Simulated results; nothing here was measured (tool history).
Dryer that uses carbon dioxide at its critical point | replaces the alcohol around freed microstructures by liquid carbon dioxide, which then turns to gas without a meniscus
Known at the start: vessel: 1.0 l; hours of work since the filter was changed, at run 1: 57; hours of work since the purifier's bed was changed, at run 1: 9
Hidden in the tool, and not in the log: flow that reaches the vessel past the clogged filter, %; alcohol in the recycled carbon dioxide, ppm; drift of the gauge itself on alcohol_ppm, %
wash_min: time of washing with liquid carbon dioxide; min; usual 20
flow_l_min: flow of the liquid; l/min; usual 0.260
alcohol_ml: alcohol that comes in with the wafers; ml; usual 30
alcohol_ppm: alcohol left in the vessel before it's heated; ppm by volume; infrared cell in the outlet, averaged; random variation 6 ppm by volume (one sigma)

| run | hour | wash_min | flow_l_min | alcohol_ml | hours of work since the filter was changed | hours of work since the purifier's bed was changed | alcohol_ppm |
|---|---|---|---|---|---|---|---|
| 1 | 0.0 | 20 | 0.260 | 30 | 57 | 9 | 253 |
| 2 | 13.7 | 20 | 0.260 | 30 | 67 | 19 | 255 |
| 3 | 22.0 | 20 | 0.260 | 30 | 73 | 25 | 255 |
| 4 | 36.3 | 32 | 0.260 | 30 | 83 | 36 | 37 |
| 5 | 46.6 | 14 | 0.260 | 30 | 91 | 43 | 1074 |
| 6 | 54.2 | 20 | 0.260 | 66 | 96 | 49 | 582 |
| 7 | 66.4 | 20 | 0.260 | 66 | 105 | 58 | 545 |
| 8 | 82.1 | 20 | 0.260 | 66 | 117 | 69 | 584 |
| 9 | 89.4 | 18 | 0.260 | 66 | 122 | 75 | 946 |
| 10 | 99.3 | 18 | 0.260 | 66 | 129 | 82 | 950 |
| 11 | 110.7 | 21 | 0.260 | 30 | 138 | 90 | 234 |
| 12 | 121.4 | 21 | 0.260 | 30 | 145 | 98 | 237 |
| 13 | 133.0 | 21 | 0.260 | 30 | 154 | 106 | 256 |
| 14 | 141.1 | 21 | 0.260 | 30 | 160 | 112 | 252 |
| 15 | 152.7 | 21 | 0.260 | 30 | 168 | 121 | 252 |
| 16 | 159.2 | 20 | 0.260 | 30 | 173 | 126 | 326 |
| 17 | 167.8 | 20 | 0.169 | 30 | 179 | 132 | 1501 |
| 18 | 183.5 | 29 | 0.406 | 27 | 191 | 143 | 45 |
| 19 | 197.6 | 29 | 0.406 | 27 | 201 | 154 | 38 |
| 20 | 212.3 | 20 | 0.339 | 62 | 212 | 164 | 197 |
| 21 | 221.1 | 20 | 0.339 | 62 | 218 | 171 | 203 |
| 22 | 228.0 | 20 | 0.394 | 48 | 223 | 176 | 103 |
| 23 | 234.8 | 12 | 0.260 | 99 | 228 | 181 | 6118 |
| 24 | 250.5 | 20 | 0.260 | 48 | 240 | 192 | 506 |
| 25 | 262.9 | 20 | 0.260 | 48 | 249 | 201 | 537 |
| 26 | 273.0 | 20 | 0.220 | 48 | 256 | 209 | 1036 |
| 27 | 280.5 | 23 | 0.419 | 113 | 261 | 214 | 74 |
| 28 | 290.6 | 18 | 0.177 | 63 | 269 | 222 | 3906 |
| 29 | 304.4 | 19 | 0.331 | 39 | 279 | 232 | 207 |
| 30 | 319.2 | 20 | 0.204 | 30 | 290 | 242 | 901 |
| 31 | 327.9 | 18 | 0.204 | 68 | 296 | 249 | 2872 |
| 32 | 343.2 | 18 | 0.204 | 68 | 307 | 260 | 2935 |
| 33 | 354.4 | 18 | 0.204 | 68 | 315 | 268 | 2898 |
| 34 | 363.2 | 18 | 0.204 | 68 | 322 | 275 | 2978 |

Measured less the same run without the tool's hidden state. The same run-to-run variation is in both; the gauge's scatter may not be:
| run | alcohol_ppm |
|---|---|
| 1 | +22 |
| 2 | +28 |
| 3 | +30 |
| 4 | +12 |
| 5 | +98 |
| 6 | +80 |
| 7 | +85 |
| 8 | +98 |
| 9 | +142 |
| 10 | +151 |
| 11 | +59 |
| 12 | +63 |
| 13 | +69 |
| 14 | +73 |
| 15 | +76 |
| 16 | +89 |
| 17 | +232 |
| 18 | +39 |
| 19 | +38 |
| 20 | +85 |
| 21 | +89 |
| 22 | +61 |
| 23 | +1005 |
| 24 | +166 |
| 25 | +179 |
| 26 | +282 |
| 27 | +66 |
| 28 | +762 |
| 29 | +109 |
| 30 | +268 |
| 31 | +703 |
| 32 | +737 |
| 33 | +745 |
| 34 | +777 |

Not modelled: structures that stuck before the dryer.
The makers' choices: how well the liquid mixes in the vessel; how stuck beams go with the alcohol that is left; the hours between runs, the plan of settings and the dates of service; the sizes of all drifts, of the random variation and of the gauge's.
